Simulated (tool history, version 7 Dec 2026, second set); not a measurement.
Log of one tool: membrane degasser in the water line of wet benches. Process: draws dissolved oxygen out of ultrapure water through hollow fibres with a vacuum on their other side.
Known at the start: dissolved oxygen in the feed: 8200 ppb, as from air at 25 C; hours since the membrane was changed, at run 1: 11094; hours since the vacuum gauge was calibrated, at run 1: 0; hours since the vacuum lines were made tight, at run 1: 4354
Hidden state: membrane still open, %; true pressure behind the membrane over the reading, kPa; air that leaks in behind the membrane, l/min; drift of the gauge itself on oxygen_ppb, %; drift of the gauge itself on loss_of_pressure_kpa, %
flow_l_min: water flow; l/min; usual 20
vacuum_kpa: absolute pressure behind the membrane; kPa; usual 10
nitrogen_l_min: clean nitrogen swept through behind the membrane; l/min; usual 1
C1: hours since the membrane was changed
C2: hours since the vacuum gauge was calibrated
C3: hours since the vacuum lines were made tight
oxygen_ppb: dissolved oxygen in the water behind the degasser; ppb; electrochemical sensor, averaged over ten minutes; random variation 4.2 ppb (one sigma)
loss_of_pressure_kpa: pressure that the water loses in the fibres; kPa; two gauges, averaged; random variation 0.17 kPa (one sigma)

run 1 hour=0 | flow_l_min=20 vacuum_kpa=10 nitrogen_l_min=1 | C1=11094 C2=0 C3=4354 | oxygen_ppb=448.8 loss_of_pressure_kpa=27.86
run 2 hour=187.6 | flow_l_min=20 vacuum_kpa=10 nitrogen_l_min=1 | C1=11281 C2=188 C3=4541 | oxygen_ppb=448.4 loss_of_pressure_kpa=27.61
run 3 hour=518.7 | flow_l_min=20 vacuum_kpa=10 nitrogen_l_min=1 | C1=11612 C2=519 C3=4872 | oxygen_ppb=453.4 loss_of_pressure_kpa=28.21
run 4 hour=843 | flow_l_min=20 vacuum_kpa=10 nitrogen_l_min=0.81 | C1=11937 C2=843 C3=5197 | oxygen_ppb=499.4 loss_of_pressure_kpa=27.77
run 5 hour=1039.5 | flow_l_min=20 vacuum_kpa=14.5 nitrogen_l_min=1 | C1=12133 C2=1039 C3=5393 | oxygen_ppb=643.4 loss_of_pressure_kpa=28.06
run 6 hour=1253.6 | flow_l_min=20 vacuum_kpa=14.5 nitrogen_l_min=1 | C1=12347 C2=1254 C3=5607 | oxygen_ppb=622.8 loss_of_pressure_kpa=28.18
run 7 hour=1392.9 | flow_l_min=32 vacuum_kpa=10 nitrogen_l_min=1 | C1=12487 C2=1393 C3=5747 | oxygen_ppb=720 loss_of_pressure_kpa=44.49
run 8 hour=1648.9 | flow_l_min=32 vacuum_kpa=10 nitrogen_l_min=1 | C1=12743 C2=1649 C3=6003 | oxygen_ppb=711.2 loss_of_pressure_kpa=45
run 9 hour=1860.3 | flow_l_min=20 vacuum_kpa=10 nitrogen_l_min=1 | C1=12954 C2=1860 C3=6214 | oxygen_ppb=466.4 loss_of_pressure_kpa=27.92
run 10 hour=2069.8 | flow_l_min=20 vacuum_kpa=10 nitrogen_l_min=1 | C1=13164 C2=2070 C3=6423 | oxygen_ppb=458.7 loss_of_pressure_kpa=28.34
run 11 hour=2209.4 | flow_l_min=20 vacuum_kpa=10 nitrogen_l_min=1 | C1=13303 C2=2209 C3=6563 | oxygen_ppb=455.6 loss_of_pressure_kpa=27.98
run 12 hour=2539.8 | flow_l_min=20 vacuum_kpa=10 nitrogen_l_min=1 | C1=13634 C2=2540 C3=6894 | oxygen_ppb=457.4 loss_of_pressure_kpa=27.87
run 13 hour=2690.1 | flow_l_min=20 vacuum_kpa=10 nitrogen_l_min=1 | C1=13784 C2=2690 C3=7044 | oxygen_ppb=461.4 loss_of_pressure_kpa=27.88
run 14 hour=3021.6 | flow_l_min=15 vacuum_kpa=16.1 nitrogen_l_min=1.09 | C1=14115 C2=3022 C3=7375 | oxygen_ppb=526.9 loss_of_pressure_kpa=21.08
run 15 hour=3254.3 | flow_l_min=15 vacuum_kpa=20.9 nitrogen_l_min=1.09 | C1=14348 C2=3254 C3=7608 | oxygen_ppb=641.8 loss_of_pressure_kpa=21.02
run 16 hour=3542.2 | flow_l_min=15 vacuum_kpa=20.9 nitrogen_l_min=1.09 | C1=14636 C2=3542 C3=7896 | oxygen_ppb=651.4 loss_of_pressure_kpa=20.87
run 17 hour=3794.4 | flow_l_min=26 vacuum_kpa=13 nitrogen_l_min=0.78 | C1=14888 C2=3794 C3=8148 | oxygen_ppb=851.8 loss_of_pressure_kpa=37.04
run 18 hour=3977.6 | flow_l_min=26 vacuum_kpa=7.8 nitrogen_l_min=1.39 | C1=15071 C2=3978 C3=8331 | oxygen_ppb=431.6 loss_of_pressure_kpa=36.81
run 19 hour=4130.2 | flow_l_min=27 vacuum_kpa=11.1 nitrogen_l_min=1 | C1=15224 C2=4130 C3=8484 | oxygen_ppb=676.8 loss_of_pressure_kpa=38.3
run 20 hour=4428.3 | flow_l_min=28 vacuum_kpa=10 nitrogen_l_min=0.69 | C1=15522 C2=4428 C3=8782 | oxygen_ppb=779.2 loss_of_pressure_kpa=39.62
run 21 hour=4662.1 | flow_l_min=12 vacuum_kpa=10 nitrogen_l_min=0.58 | C1=15756 C2=4662 C3=9016 | oxygen_ppb=404.4 loss_of_pressure_kpa=17.3
run 22 hour=4902.7 | flow_l_min=14 vacuum_kpa=10 nitrogen_l_min=0.49 | C1=15996 C2=4903 C3=9256 | oxygen_ppb=515.3 loss_of_pressure_kpa=19.89

5 ways to go on from here, each from the tool as it stands after run 22. What would each give?
-- hour=5040.9 vacuum gauge calibrated
run A hour=5164.9 | flow_l_min=20 vacuum_kpa=10 nitrogen_l_min=1.65 | C1=16258 C2=124 C3=9518 | oxygen_ppb=? loss_of_pressure_kpa=?
-- hour=5040.9 vacuum gauge calibrated
run B hour=5164.9 | flow_l_min=14 vacuum_kpa=18.2 nitrogen_l_min=2.68 | C1=16258 C2=124 C3=9518 | oxygen_ppb=? loss_of_pressure_kpa=?
-- hour=5040.9 vacuum gauge calibrated
run C hour=5164.9 | flow_l_min=14 vacuum_kpa=19.5 nitrogen_l_min=1.27 | C1=16258 C2=124 C3=9518 | oxygen_ppb=? loss_of_pressure_kpa=?
-- hour=5040.9 vacuum gauge calibrated
run D hour=5164.9 | flow_l_min=14 vacuum_kpa=7 nitrogen_l_min=2.85 | C1=16258 C2=124 C3=9518 | oxygen_ppb=? loss_of_pressure_kpa=?
-- hour=5040.9 vacuum gauge calibrated
run E hour=5164.9 | flow_l_min=21 vacuum_kpa=10.5 nitrogen_l_min=1 | C1=16258 C2=124 C3=9518 | oxygen_ppb=? loss_of_pressure_kpa=?

run=A oxygen_ppb=367.8 loss_of_pressure_kpa=28.71
run=B oxygen_ppb=296.7 loss_of_pressure_kpa=19.95
run=C oxygen_ppb=508.8 loss_of_pressure_kpa=19.92
run=D oxygen_ppb=158 loss_of_pressure_kpa=19.84
run=E oxygen_ppb=505.2 loss_of_pressure_kpa=29.68
Without the tool's hidden state the same runs would have given:
run=A oxygen_ppb=317.4 loss_of_pressure_kpa=26.65
run=B oxygen_ppb=258.1 loss_of_pressure_kpa=18.51
run=C oxygen_ppb=464.7 loss_of_pressure_kpa=18.47
run=D oxygen_ppb=124.1 loss_of_pressure_kpa=18.4
run=E oxygen_ppb=453.7 loss_of_pressure_kpa=27.52
